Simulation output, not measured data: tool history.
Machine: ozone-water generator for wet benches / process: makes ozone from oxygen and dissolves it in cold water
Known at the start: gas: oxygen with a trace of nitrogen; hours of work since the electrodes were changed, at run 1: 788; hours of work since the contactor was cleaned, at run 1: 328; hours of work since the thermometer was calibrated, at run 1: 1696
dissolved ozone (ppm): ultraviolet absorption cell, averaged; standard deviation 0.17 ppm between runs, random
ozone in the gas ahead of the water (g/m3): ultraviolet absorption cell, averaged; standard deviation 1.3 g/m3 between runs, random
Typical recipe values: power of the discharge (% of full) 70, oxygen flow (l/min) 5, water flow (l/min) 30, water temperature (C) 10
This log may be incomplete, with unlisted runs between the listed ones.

run	hour	power of the discharge (% of full)	oxygen flow (l/min)	water flow (l/min)	water temperature (C)	hours of work since the electrodes were changed	hours of work since the contactor was cleaned	hours of work since the thermometer was calibrated	dissolved ozone (ppm)	ozone in the gas ahead of the water (g/m3)
1	0	70	5	30	10	788	328	1696	23.2	234.1
2	57.5	70	5	30	10	832	373	1741	23.1	232.4
3	157.2	70	5	30	10	909	449	1817	23.2	233.5
4	245.6	70	5	30	10	977	517	1885	23.4	230.2
5	299.3	70	5	19	10	1018	559	1927	34.3	233.4
6	369.7	70	5	19	10	1072	613	1981	34.1	231.7
7	449.6	70	5	19	10	1134	674	2042	33.8	233.1
8	564.8	70	5	30	10	1222	763	2131	22.9	230.9
9	618.1	70	5	30	10	1263	804	2172	23.2	233.7
10	714.9	70	5	30	10	1338	878	2246	23.1	231
11	829.3	70	5	30	10	1426	966	2334	23.2	231.5
12	914.5	70	5	30	10	1491	1032	2400	23.1	229.4
13	1032.5	70	5	33	10	1582	1123	2491	21.3	232.9
14	1142.9	69	5	30	10	1667	1208	2576	22.8	227.2
15	1256	69	5	30	10	1754	1295	2663	22.7	227
16	1376.1	94	5	30	10	1847	1387	2755	30	300.8
17	1493	70	5	30	5	1936	1477	2845	24.2	229
18	1567.1	67	4.16	35	10	1993	1534	2902	19	249.3
19	1683.8	83	4.16	37	10	2083	1624	2992	21.7	305.1
20	1800.3	70	5	27	7	2173	1713	3081	26.3	229.3
21	1912.2	69	3.53	44	7	2259	1799	3168	14.9	288.8
22	1981.6	78	5	30	10	2312	1853	3221	25.7	251.3
23	2056.5	70	5	44	10	2370	1910	3279	15.7	229
24	2135.5	70	5	44	10	2431	1971	3339	15.9	228.5
25	2252.6	43	2.94	30	5	2521	2061	3429	14.8	210.5
26	2341.9	43	2.94	30	5	2590	2130	3498	14.7	210.7
27	2395.5	43	2.94	30	5	2631	2171	3539	14.8	212.5
28	2476.2	70	5	27	10	2693	2233	3601	25.5	227.3
29	2583.4	44	5	37	10	2775	2316	3684	12.6	149.2
30	2670.7	70	5	42	8	2843	2383	3751	16.7	227
# hour 2761.4: gauge calibrated
31	2778.8	50	5	24	14	2926	2466	3834	20.2	171
32	2845.7	53	5	32	7	2977	2518	3886	17.4	180.6
33	2907.9	53	5	32	7	3025	2566	3934	17.4	180

For each entry between runs, how does the tool's hidden state at the last listed run before it compare with that at the first listed run after it?
In the gap between runs 30 and 31: gauge calibrated (hour 2761.4)
  drift of the gauge itself on gas_g_m3, %: -2.65 -> -0.02
  measured minus no-state result, ozone in the gas ahead of the water (g/m3): -6.4 -> -0.1

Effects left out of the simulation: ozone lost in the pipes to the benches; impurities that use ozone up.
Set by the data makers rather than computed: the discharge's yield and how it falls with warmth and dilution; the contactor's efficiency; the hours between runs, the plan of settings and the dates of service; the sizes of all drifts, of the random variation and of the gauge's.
